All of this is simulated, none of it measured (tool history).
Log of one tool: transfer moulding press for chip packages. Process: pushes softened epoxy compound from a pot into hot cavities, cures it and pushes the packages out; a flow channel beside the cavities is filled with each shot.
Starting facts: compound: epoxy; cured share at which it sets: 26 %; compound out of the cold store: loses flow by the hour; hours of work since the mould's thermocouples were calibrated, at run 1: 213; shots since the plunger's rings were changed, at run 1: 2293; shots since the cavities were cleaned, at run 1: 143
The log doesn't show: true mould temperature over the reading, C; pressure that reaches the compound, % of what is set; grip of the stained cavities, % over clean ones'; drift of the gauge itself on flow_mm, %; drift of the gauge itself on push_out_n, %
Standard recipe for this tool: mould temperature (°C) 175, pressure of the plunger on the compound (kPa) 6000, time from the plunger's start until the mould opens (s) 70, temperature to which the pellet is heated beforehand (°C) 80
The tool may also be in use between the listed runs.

run,hour,mould temperature (°C),pressure of the plunger on the compound (kPa),time from the plunger's start until the mould opens (s),temperature to which the pellet is heated beforehand (°C),hours of work since the mould's thermocouples were calibrated,shots since the plunger's rings were changed,shots since the cavities were cleaned,incoming compound's hours out of the cold store,length that the compound runs in the flow channel (mm),greatest force on the pins that push the packages out (N)
1,0.0,175,6000,70,80,213,2293,143,15.8,840,525
2,5.6,175,6000,50,80,216,2356,206,28.2,815,1220
3,13.5,175,6000,50,80,220,2447,297,36.0,792,1225
4,20.6,175,6000,70,80,224,2529,379,47.1,770,510
5,28.4,171,6000,70,80,228,2618,468,44.0,788,654
6,37.3,171,6000,70,80,233,2720,570,27.0,824,700
# hour 41.6: cavities cleaned with cleaning compound and waxed
7,47.3,175,6000,70,80,238,2818,65,19.4,829,519
8,52.4,175,6000,70,80,240,2876,123,26.8,816,500
9,57.8,175,6260,70,80,243,2938,185,26.5,838,518
10,63.7,175,6260,70,80,246,3006,253,39.5,805,497
11,73.3,175,6260,70,80,252,3115,362,44.1,798,513
12,80.7,175,6260,70,80,256,3200,447,13.1,863,530
13,89.2,175,6260,70,80,260,3299,546,12.6,867,530
14,93.6,175,6260,70,80,263,3348,595,39.3,803,488
# hour 96.0: cavities cleaned with cleaning compound and waxed
15,104.0,175,6260,70,80,267,3451,92,32.9,824,501
16,114.1,175,6000,108,77,273,3566,207,29.9,805,290
17,120.0,175,6000,70,81,276,3634,275,45.0,776,479

Run 18, settings as shown, results not yet in. Your forecast:
18,128.5,182,5990,70,81,281,3731,372,36.6,?,?

{"run 18": {"length that the compound runs in the flow channel (mm)": 780, "greatest force on the pins that push the packages out (N)": 334}}
Without the tool's hidden state the same run would have given length that the compound runs in the flow channel (mm) 781, greatest force on the pins that push the packages out (N) 332.
